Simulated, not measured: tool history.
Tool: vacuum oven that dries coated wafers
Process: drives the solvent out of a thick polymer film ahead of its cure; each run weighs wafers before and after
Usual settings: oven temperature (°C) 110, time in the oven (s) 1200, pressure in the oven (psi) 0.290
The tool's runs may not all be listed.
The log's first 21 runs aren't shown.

Run 22, hour 810.2: usual settings but pressure in the oven (psi) 0.199. Result: solvent left in the film (%) 1.51.
Run 23, hour 836.7: usual settings but time in the oven (s) 900. Result: solvent left in the film (%) 2.47.
Run 24, hour 861.5: usual settings but time in the oven (s) 900. Result: solvent left in the film (%) 2.26.
Run 25, hour 906.0: usual settings but oven temperature (°C) 100, time in the oven (s) 1800, pressure in the oven (psi) 1.031. Result: solvent left in the film (%) 6.83.
Run 26, hour 943.8: usual settings but oven temperature (°C) 101, pressure in the oven (psi) 0.956. Result: solvent left in the film (%) 6.61.
At hour 968.4: oven's thermocouples calibrated.
Run 27, hour 971.4: usual settings but oven temperature (°C) 120, pressure in the oven (psi) 0.956. Result: solvent left in the film (%) 2.82.
Run 28, hour 1012.0: usual settings but oven temperature (°C) 120, time in the oven (s) 660, pressure in the oven (psi) 0.638. Result: solvent left in the film (%) 2.39.
Run 29, hour 1064.9: usual settings but time in the oven (s) 2100, pressure in the oven (psi) 0.218. Result: solvent left in the film (%) 1.36.
Run 30, hour 1096.3: usual settings but time in the oven (s) 2100, pressure in the oven (psi) 0.218. Result: solvent left in the film (%) 1.22.
Run 31, hour 1144.9: usual settings but time in the oven (s) 2100, pressure in the oven (psi) 0.218. Result: solvent left in the film (%) 1.31.
Run 32, hour 1175.1: usual settings but oven temperature (°C) 99, time in the oven (s) 2100, pressure in the oven (psi) 0.218. Result: solvent left in the film (%) 2.21.
Run 33, hour 1218.1: usual settings but oven temperature (°C) 108, time in the oven (s) 720. Result: solvent left in the film (%) 3.06.
Run 34, hour 1259.9: usual settings but oven temperature (°C) 114, time in the oven (s) 720, pressure in the oven (psi) 0.734. Result: solvent left in the film (%) 3.46.
Run 35, hour 1298.7: usual settings but oven temperature (°C) 114, time in the oven (s) 720, pressure in the oven (psi) 0.734. Result: solvent left in the film (%) 3.46.
Run 36, hour 1321.7: usual settings but oven temperature (°C) 123, pressure in the oven (psi) 0.202. Result: solvent left in the film (%) 0.72.
Run 37, hour 1355.5: usual settings but oven temperature (°C) 123, pressure in the oven (psi) 0.202. Result: solvent left in the film (%) 0.83.
Run 38, hour 1381.7: usual settings but oven temperature (°C) 108. Result: solvent left in the film (%) 2.08.
Run 39, hour 1420.6: usual settings but oven temperature (°C) 108. Result: solvent left in the film (%) 2.09.
Run 40, hour 1453.9: usual settings but oven temperature (°C) 103, time in the oven (s) 780, pressure in the oven (psi) 0.651. Result: solvent left in the film (%) 5.40.
Run 41, hour 1496.5: usual settings but oven temperature (°C) 98, pressure in the oven (psi) 0.312. Result: solvent left in the film (%) 3.88.
Run 42, hour 1528.8: usual settings but oven temperature (°C) 123, time in the oven (s) 1020, pressure in the oven (psi) 0.912. Result: solvent left in the film (%) 2.69.
Run 43, hour 1554.2: usual settings but oven temperature (°C) 116, time in the oven (s) 660, pressure in the oven (psi) 0.653. Result: solvent left in the film (%) 3.15.
Run 44, hour 1591.9: usual settings but oven temperature (°C) 109, time in the oven (s) 1380. Result: solvent left in the film (%) 1.96.
Run 45, hour 1644.5: usual settings but oven temperature (°C) 109, time in the oven (s) 1320, pressure in the oven (psi) 0.483. Result: solvent left in the film (%) 2.68.
Run 46, hour 1677.2: usual settings but oven temperature (°C) 109, time in the oven (s) 1320, pressure in the oven (psi) 0.483. Result: solvent left in the film (%) 2.75.

3 ways to go on from here, each from the tool as it stands after run 46. What would each give?
Run A, hour 1704.1: usual settings but pressure in the oven (psi) 0.483. Result: solvent left in the film (%) ?.
Run B, hour 1704.1: usual settings but time in the oven (s) 1080. Result: solvent left in the film (%) ?.
Run C, hour 1704.1: usual settings but oven temperature (°C) 117, time in the oven (s) 1140, pressure in the oven (psi) 0.396. Result: solvent left in the film (%) ?.

run  solvent left in the film (%)
  A                          2.72
  B                          2.02
  C                          1.65
Without the tool's hidden state the same runs would have given:
run  solvent left in the film (%)
  A                          2.28
  B                          1.59
  C                          1.29

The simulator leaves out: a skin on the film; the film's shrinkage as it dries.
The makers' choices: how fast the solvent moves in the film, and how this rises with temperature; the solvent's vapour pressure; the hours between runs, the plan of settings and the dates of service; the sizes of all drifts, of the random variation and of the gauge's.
